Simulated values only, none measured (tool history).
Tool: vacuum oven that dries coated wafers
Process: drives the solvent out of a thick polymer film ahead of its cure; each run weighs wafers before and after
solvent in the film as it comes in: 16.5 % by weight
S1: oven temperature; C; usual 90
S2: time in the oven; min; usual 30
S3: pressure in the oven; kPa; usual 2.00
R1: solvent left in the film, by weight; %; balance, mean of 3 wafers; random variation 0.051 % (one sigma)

Run 1, hour 0.0: usual settings. Result: R1 2.22 %.
Run 2, hour 29.8: usual settings. Result: R1 2.20 %.
Run 3, hour 77.0: usual settings. Result: R1 2.21 %.
Run 4, hour 110.5: usual settings. Result: R1 2.23 %.
Run 5, hour 154.9: usual settings. Result: R1 2.21 %.
Run 6, hour 201.4: usual settings but S3 4.35 kPa. Result: R1 2.85 %.
Run 7, hour 247.8: usual settings but S2 26 min, S3 4.35 kPa. Result: R1 3.35 %.
Run 8, hour 281.9: usual settings but S2 26 min, S3 4.35 kPa. Result: R1 3.22 %.
Run 9, hour 330.5: usual settings but S2 26 min, S3 1.78 kPa. Result: R1 2.61 %.
Run 10, hour 369.2: usual settings but S2 23 min, S3 1.78 kPa. Result: R1 2.99 %.
At hour 408.6: vacuum gauge cleaned of residue and calibrated.
Run 11, hour 411.1: usual settings but S2 23 min, S3 5.65 kPa. Result: R1 4.00 %.
Run 12, hour 452.1: usual settings but S2 23 min, S3 5.65 kPa. Result: R1 3.83 %.
Run 13, hour 491.7: usual settings but S1 81 C. Result: R1 4.18 %.
Run 14, hour 512.6: usual settings but S2 20 min. Result: R1 3.47 %.
Run 15, hour 558.1: usual settings but S1 92 C, S2 44 min, S3 4.49 kPa. Result: R1 1.58 %.

Hidden state or all else? Some run-to-run changes of R1, split into what the settings, what came in and random variation would give without the hidden state, and what is left for the hidden state (with any gauge scatter that isn't in both results):
The hidden state here: true wafer temperature over the reading, C; true pressure over the reading, kPa; drift of the gauge itself on solvent_pct, %.
Run 14 -> 15: S1 90 -> 92, S2 20 -> 44, S3 2.00 -> 4.49. R1 -1.89 %: hidden state +0.17, all else -2.06.
